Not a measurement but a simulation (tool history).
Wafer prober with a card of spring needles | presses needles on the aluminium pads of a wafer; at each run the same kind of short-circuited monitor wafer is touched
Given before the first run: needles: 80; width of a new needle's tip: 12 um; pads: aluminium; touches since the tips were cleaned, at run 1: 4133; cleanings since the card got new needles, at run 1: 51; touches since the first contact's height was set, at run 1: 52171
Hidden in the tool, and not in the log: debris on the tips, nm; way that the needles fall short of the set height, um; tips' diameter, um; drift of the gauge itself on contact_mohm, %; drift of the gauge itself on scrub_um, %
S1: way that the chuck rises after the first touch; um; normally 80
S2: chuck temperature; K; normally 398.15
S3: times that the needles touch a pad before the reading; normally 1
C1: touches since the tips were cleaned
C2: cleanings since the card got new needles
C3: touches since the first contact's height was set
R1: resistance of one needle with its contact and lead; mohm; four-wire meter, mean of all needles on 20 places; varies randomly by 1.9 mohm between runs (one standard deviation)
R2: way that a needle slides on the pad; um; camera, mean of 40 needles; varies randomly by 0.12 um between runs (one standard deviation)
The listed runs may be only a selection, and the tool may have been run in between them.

| run | hour | S1 | S2 | S3 | C1 | C2 | C3 | R1 | R2 |
|---|---|---|---|---|---|---|---|---|---|
| 1 | 0.0 | 80 | 398.15 | 1 | 4133 | 51 | 52171 | 284 | 12.30 |
|  | 2.7 | tips cleaned on abrasive film |
|  | 17.2 | tips cleaned on abrasive film |
| 2 | 27.4 | 80 | 398.15 | 1 | 4073 | 53 | 63051 | 284 | 12.25 |
|  | 30.7 | tips cleaned on abrasive film |
| 3 | 41.4 | 80 | 398.15 | 1 | 4287 | 54 | 68637 | 283 | 12.45 |
|  | 43.7 | tips cleaned on abrasive film |
|  | 57.7 | tips cleaned on abrasive film |
| 4 | 58.5 | 80 | 398.15 | 1 | 344 | 56 | 75404 | 229 | 12.21 |
|  | 70.5 | tips cleaned on abrasive film |
| 5 | 79.8 | 80 | 398.15 | 1 | 3719 | 57 | 83885 | 283 | 12.18 |
|  | 83.9 | tips cleaned on abrasive film |
| 6 | 95.8 | 95 | 398.15 | 1 | 4733 | 58 | 90234 | 267 | 14.64 |
|  | 97.9 | tips cleaned on abrasive film |
|  | 110.7 | tips cleaned on abrasive film |
| 7 | 117.2 | 95 | 398.15 | 1 | 2606 | 60 | 98750 | 254 | 14.63 |
|  | 124.5 | tips cleaned on abrasive film |
| 8 | 129.3 | 95 | 398.15 | 1 | 1931 | 61 | 103542 | 246 | 14.52 |

Predict the results of run 9:
|  | 137.4 | tips cleaned on abrasive film |
|  | 150.5 | tips cleaned on abrasive film |
| 9 | 154.7 | 91 | 398.15 | 2 | 1660 | 63 | 113613 | ? | ? |

Run 9 yielded R1 230 mohm, R2 13.65 um.
The same run, on a tool lacking any hidden state, would have yielded R1 208 mohm, R2 13.97 um.
